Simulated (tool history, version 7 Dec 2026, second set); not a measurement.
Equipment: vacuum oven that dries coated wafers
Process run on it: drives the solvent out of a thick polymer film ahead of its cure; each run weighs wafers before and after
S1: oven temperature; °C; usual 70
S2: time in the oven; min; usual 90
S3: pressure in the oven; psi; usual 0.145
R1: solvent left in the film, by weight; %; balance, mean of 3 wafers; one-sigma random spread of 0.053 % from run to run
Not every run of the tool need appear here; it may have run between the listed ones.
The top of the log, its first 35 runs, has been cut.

run 36 day=25.704 | S1=58 S2=120 S3=0.145 | R1=5.7
run 37 day=26.696 | S1=58 S2=126 S3=0.145 | R1=5.57
run 38 day=27.233 | S1=58 S2=126 S3=0.145 | R1=5.49
run 39 day=27.783 | S1=58 S2=81 S3=0.175 | R1=8.44
run 40 day=28.546 | S1=58 S2=81 S3=0.175 | R1=8.39
-- day=28.817 vacuum gauge cleaned of residue and calibrated, once more
run 41 day=29.446 | S1=58 S2=81 S3=0.175 | R1=7.92
run 42 day=29.933 | S1=63 S2=148 S3=0.145 | R1=2.06
run 43 day=30.729 | S1=66 S2=59 S3=0.334 | R1=6.69
run 44 day=31.579 | S1=57 S2=71 S3=0.135 | R1=9.26
run 45 day=32.279 | S1=57 S2=71 S3=0.135 | R1=9.36
run 46 day=33.188 | S1=73 S2=90 S3=0.276 | R1=1.74

Each row is a separate what-if for the run after 46, all from the same tool condition, not one after another. Results?
run A day=34.004 | S1=70 S2=103 S3=0.154 | R1=?
run B day=34.004 | S1=73 S2=90 S3=0.316 | R1=?
run C day=34.004 | S1=73 S2=54 S3=0.123 | R1=?

run=A R1=1.62
run=B R1=1.92
run=C R1=3.51
Take away the tool's hidden state, keep each run's random variation, and the runs would have read:
run=A R1=1.41
run=B R1=1.72
run=C R1=3.17
